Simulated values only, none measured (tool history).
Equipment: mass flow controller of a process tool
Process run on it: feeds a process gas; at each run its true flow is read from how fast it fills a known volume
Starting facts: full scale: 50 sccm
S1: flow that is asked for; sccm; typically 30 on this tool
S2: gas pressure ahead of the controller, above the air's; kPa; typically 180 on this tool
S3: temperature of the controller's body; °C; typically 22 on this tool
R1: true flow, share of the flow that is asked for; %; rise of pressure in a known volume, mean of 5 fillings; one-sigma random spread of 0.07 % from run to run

run      day  S1   S2  S3     R1
  1        0  30  180  22  98.72
  2    2.775  34  180  22  98.89
  3     4.75  34  180  22  98.94
  4    8.312  30  180  26  98.97
  5   11.312  30  180  26  98.94
  6    14.95  30  180  26  98.92
  7   18.133  30  180  26  98.79
  8   20.571  30  180  26  98.93
  9   23.479  30  180  26  98.91
 10   26.938  27  180  22  98.56
 11   29.925  27  180  22  98.46
 12   33.288  30  197  22   98.6
 13   35.046  30  197  22  98.56
 14   38.871  30  197  22  98.56
 15   42.508  30  197  22  98.65
 16   45.008  30  197  22  98.76
 17   47.042  30  180  22  98.54
 18   48.779  30  180  22  98.73
 19   52.121  30  180  22  98.71
 20   55.908  30  180  22  98.53
 21   59.396  30  180  22  98.71
 22   62.079  30  189  22   98.7
 23   64.592  30  180  22  98.68
 24   66.371  30  180  22  98.67
 25   68.712  30  180  22  98.49
 26   70.912  30  180  22  98.63
 27   73.871  30  180  22  98.74
 28   76.838  30  180  22  98.69
 29   79.592  30  180  22  98.73
 30   81.496  30  180  22  98.62
 31   85.183  25  173  22  98.43
 32   87.971  25  173  22  98.44
 33   89.912   6  146  37  97.88
 34   91.879   6  146  37  97.98
 35   94.988  19  186  22  97.93
 36   98.342  19  186  22  97.95
 37  100.783  42  170  25  99.49
 38  102.546  42  170  25  99.61
 39  105.688   8  180  22  97.35
 40  107.925   6  228  22  97.11
 41  111.546  32  228  22  98.64
 42  114.583   8  150  31  97.73
 43  116.183   8  150  31  97.72
 44    118.6  19  146  34  98.63
 45  120.267  19  146  34  98.63
 46  123.354  19  146  34  98.59
 47   125.55  23  182  22  98.25
 48  128.358   6  164  22  97.22

What if the next run were any one of these 3? Each begins from the tool's condition after run 48:
  A  129.962  20  217  22   ?
  B  129.962   6  164  27   ?
  C  129.962  13  190  32   ?

run     R1
  A  98.01
  B  97.35
  C  97.94
Without the tool's hidden state the same runs would have given:
run     R1
  A  98.02
  B  97.36
  C  97.95

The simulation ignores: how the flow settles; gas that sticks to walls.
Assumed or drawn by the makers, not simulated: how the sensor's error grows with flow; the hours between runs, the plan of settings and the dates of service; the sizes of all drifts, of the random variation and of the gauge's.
